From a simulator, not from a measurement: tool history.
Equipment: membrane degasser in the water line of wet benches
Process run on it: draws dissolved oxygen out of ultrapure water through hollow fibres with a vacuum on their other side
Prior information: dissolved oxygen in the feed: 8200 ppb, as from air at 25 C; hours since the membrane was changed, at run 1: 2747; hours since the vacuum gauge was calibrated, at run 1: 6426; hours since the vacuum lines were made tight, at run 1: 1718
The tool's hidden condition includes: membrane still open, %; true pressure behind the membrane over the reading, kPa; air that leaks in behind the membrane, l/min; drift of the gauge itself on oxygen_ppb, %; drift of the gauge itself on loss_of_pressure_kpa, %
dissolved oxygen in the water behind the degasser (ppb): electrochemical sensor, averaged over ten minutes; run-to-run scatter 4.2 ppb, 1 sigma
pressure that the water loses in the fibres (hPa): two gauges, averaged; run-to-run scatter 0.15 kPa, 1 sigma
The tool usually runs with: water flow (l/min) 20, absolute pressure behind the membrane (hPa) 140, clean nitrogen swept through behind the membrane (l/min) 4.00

| run | hour | water flow (l/min) | absolute pressure behind the membrane (hPa) | clean nitrogen swept through behind the membrane (l/min) | hours since the membrane was changed | hours since the vacuum gauge was calibrated | hours since the vacuum lines were made tight | dissolved oxygen in the water behind the degasser (ppb) | pressure that the water loses in the fibres (hPa) |
|---|---|---|---|---|---|---|---|---|---|
| 1 | 0.0 | 20 | 140 | 4.00 | 2747 | 6426 | 1718 | 447.1 | 398.8 |
| 2 | 46.4 | 20 | 140 | 4.00 | 2793 | 6472 | 1765 | 449.3 | 396.1 |
| 3 | 115.4 | 20 | 140 | 2.40 | 2862 | 6541 | 1834 | 519.9 | 400.0 |
| 4 | 186.3 | 20 | 140 | 4.00 | 2933 | 6612 | 1905 | 445.3 | 397.8 |
|  | 239.5 | vacuum gauge calibrated |
| 5 | 286.2 | 20 | 140 | 4.00 | 3033 | 47 | 2004 | 440.9 | 395.7 |
| 6 | 385.1 | 20 | 140 | 4.00 | 3132 | 146 | 2103 | 432.0 | 399.9 |
| 7 | 436.1 | 20 | 140 | 3.55 | 3183 | 197 | 2154 | 470.1 | 399.1 |
| 8 | 480.2 | 20 | 140 | 3.55 | 3227 | 241 | 2198 | 452.6 | 398.2 |
| 9 | 572.0 | 20 | 140 | 3.55 | 3318 | 332 | 2290 | 464.8 | 399.0 |
| 10 | 671.6 | 20 | 140 | 3.55 | 3418 | 432 | 2390 | 463.9 | 398.6 |
| 11 | 747.1 | 20 | 140 | 4.00 | 3494 | 508 | 2465 | 447.5 | 397.8 |
| 12 | 838.4 | 20 | 140 | 4.00 | 3585 | 599 | 2556 | 444.5 | 397.1 |
| 13 | 923.5 | 20 | 140 | 4.00 | 3670 | 684 | 2641 | 450.4 | 398.9 |
| 14 | 1011.3 | 20 | 140 | 4.00 | 3758 | 772 | 2729 | 446.8 | 398.4 |
| 15 | 1104.5 | 20 | 140 | 4.00 | 3851 | 865 | 2822 | 451.3 | 401.6 |
| 16 | 1186.8 | 20 | 140 | 4.00 | 3933 | 947 | 2905 | 450.3 | 401.5 |
| 17 | 1246.1 | 20 | 140 | 4.00 | 3993 | 1007 | 2964 | 452.5 | 401.4 |
| 18 | 1289.2 | 20 | 346 | 4.00 | 4036 | 1050 | 3007 | 674.7 | 400.4 |
| 19 | 1348.6 | 20 | 346 | 4.00 | 4095 | 1109 | 3067 | 680.9 | 399.6 |
| 20 | 1443.1 | 16 | 290 | 4.00 | 4190 | 1204 | 3161 | 485.6 | 318.0 |
| 21 | 1514.0 | 16 | 290 | 4.00 | 4261 | 1275 | 3232 | 470.4 | 322.7 |
| 22 | 1584.4 | 16 | 290 | 4.00 | 4331 | 1345 | 3302 | 472.3 | 322.1 |
| 23 | 1673.2 | 18 | 184 | 2.91 | 4420 | 1434 | 3391 | 508.0 | 361.9 |
| 24 | 1723.8 | 18 | 184 | 2.91 | 4470 | 1484 | 3442 | 507.3 | 366.1 |
| 25 | 1812.5 | 27 | 110 | 2.44 | 4559 | 1573 | 3531 | 657.0 | 542.3 |
| 26 | 1898.0 | 27 | 110 | 2.44 | 4645 | 1659 | 3616 | 674.9 | 539.8 |
| 27 | 1979.4 | 13 | 140 | 4.00 | 4726 | 1740 | 3697 | 262.0 | 263.7 |
| 28 | 2065.0 | 13 | 140 | 4.00 | 4812 | 1826 | 3783 | 266.6 | 263.3 |
| 29 | 2111.8 | 23 | 212 | 4.00 | 4858 | 1872 | 3830 | 629.0 | 462.8 |
| 30 | 2158.2 | 15 | 205 | 4.00 | 4905 | 1919 | 3876 | 379.4 | 302.6 |
| 31 | 2246.0 | 15 | 205 | 4.00 | 4993 | 2007 | 3964 | 379.7 | 300.7 |
| 32 | 2289.5 | 16 | 140 | 1.71 | 5036 | 2050 | 4007 | 472.2 | 322.0 |
| 33 | 2375.2 | 16 | 140 | 1.71 | 5122 | 2136 | 4093 | 479.9 | 323.4 |

Run by run, hidden condition taken away, random variation retained:
| run | dissolved oxygen in the water behind the degasser (ppb) | pressure that the water loses in the fibres (hPa) |
|---|---|---|
| 1 | 422.3 | 391.8 |
| 2 | 424.1 | 389.0 |
| 3 | 490.6 | 392.6 |
| 4 | 419.2 | 390.3 |
| 5 | 420.2 | 388.0 |
| 6 | 410.9 | 391.9 |
| 7 | 447.4 | 391.0 |
| 8 | 430.4 | 390.0 |
| 9 | 441.3 | 390.6 |
| 10 | 439.6 | 389.9 |
| 11 | 422.9 | 388.9 |
| 12 | 419.3 | 388.0 |
| 13 | 424.2 | 389.6 |
| 14 | 420.1 | 388.8 |
| 15 | 423.7 | 391.8 |
| 16 | 422.0 | 391.5 |
| 17 | 423.7 | 391.2 |
| 18 | 643.1 | 390.2 |
| 19 | 648.4 | 389.2 |
| 20 | 457.8 | 309.5 |
| 21 | 442.9 | 314.0 |
| 22 | 444.2 | 313.3 |
| 23 | 476.2 | 351.8 |
| 24 | 475.1 | 355.8 |
| 25 | 614.8 | 526.7 |
| 26 | 630.7 | 524.0 |
| 27 | 238.7 | 255.9 |
| 28 | 242.5 | 255.4 |
| 29 | 588.0 | 448.7 |
| 30 | 349.6 | 293.2 |
| 31 | 349.3 | 291.2 |
| 32 | 437.6 | 311.8 |
| 33 | 444.0 | 312.9 |
